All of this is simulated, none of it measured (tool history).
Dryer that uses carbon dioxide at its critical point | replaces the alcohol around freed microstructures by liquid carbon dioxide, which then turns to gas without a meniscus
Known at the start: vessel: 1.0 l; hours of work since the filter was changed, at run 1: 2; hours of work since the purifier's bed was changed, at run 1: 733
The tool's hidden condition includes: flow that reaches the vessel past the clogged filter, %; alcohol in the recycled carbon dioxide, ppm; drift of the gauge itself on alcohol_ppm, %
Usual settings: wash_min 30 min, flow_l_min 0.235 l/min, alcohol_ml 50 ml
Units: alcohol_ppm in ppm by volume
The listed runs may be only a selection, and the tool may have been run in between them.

run   hour  wash_min  flow_l_min  alcohol_ml  hours of work since the filter was changed  hours of work since the purifier's bed was changed  alcohol_ppm
  1      0        30       0.235          50                                           2                                                 733          456
  2   55.3        30       0.235          50                                          35                                                 766          485
  3   83.8        30       0.235          50                                          51                                                 782          486
  4  115.5        30       0.235          77                                          70                                                 801          640
  5  145.6        30       0.235          77                                          87                                                 818          646
     153.4  -- purifier's bed changed
  6    189        30       0.235          77                                         111                                                  21          387
  7    234        30       0.235          77                                         137                                                  47          399
  8  267.5        30       0.235          77                                         156                                                  66          409
  9  295.7        30       0.235          36                                         173                                                  83          219
 10    351        30       0.143          50                                         205                                                 115         1973
 11  382.4        30       0.235          81                                         223                                                 133          455
 12  437.3        30       0.235          81                                         255                                                 165          481
 13  500.1        30        0.18          50                                         291                                                 202          951
 14  554.1        30        0.26          50                                         323                                                 233          225
 15    601        30       0.251          50                                         350                                                 260          293
 16  654.3        21        0.36          62                                         381                                                 291          352
 17  721.5        21       0.371          62                                         420                                                 330          341
 18  773.8        21       0.371          62                                         451                                                 361          350
 19  809.9        21       0.371          22                                         471                                                 382          203
     829.6  -- inlet filter changed
 20  841.7        44       0.255          25                                           7                                                 400          133

Run 21 is up next; what results do you expect?
 21  869.3        22       0.263          50                                          23                                                 416            ?

alcohol_ppm: 758 ppm by volume
The same run, on a tool lacking any hidden state, would have yielded alcohol_ppm 614 ppm by volume.
